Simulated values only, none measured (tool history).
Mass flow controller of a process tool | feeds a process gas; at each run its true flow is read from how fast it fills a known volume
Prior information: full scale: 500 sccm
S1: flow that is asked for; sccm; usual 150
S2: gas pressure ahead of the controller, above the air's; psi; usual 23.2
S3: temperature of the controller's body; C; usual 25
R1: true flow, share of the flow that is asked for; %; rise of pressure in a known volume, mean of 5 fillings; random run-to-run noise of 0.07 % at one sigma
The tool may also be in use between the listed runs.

run,day,S1,S2,S3,R1
1,0,150,23.2,25,97.59
2,3.342,150,23.2,25,97.69
3,5.158,98,23.2,25,97.07
4,7.096,98,23.2,25,96.88
5,9.708,98,23.2,25,96.84
6,12.2,98,23.2,25,96.83
7,14.371,98,23.2,25,96.86
8,17.871,150,23.2,22,96.94
9,19.704,150,23.2,22,96.93
10,23.329,150,23.2,22,96.81
11,25.3,150,21,25,97.03
# day 25.592: controller's zero set anew
12,28.529,150,23.2,24,96.81
13,30.767,474,39.7,24,99.43
14,33.262,474,39.7,24,99.39

Run 15 is up next; what results do you expect?
15,36.8,474,39.7,24,?

Run 15 gave R1 99.59 %.
The same run, on a tool lacking any hidden state, would have yielded R1 100.51 %.

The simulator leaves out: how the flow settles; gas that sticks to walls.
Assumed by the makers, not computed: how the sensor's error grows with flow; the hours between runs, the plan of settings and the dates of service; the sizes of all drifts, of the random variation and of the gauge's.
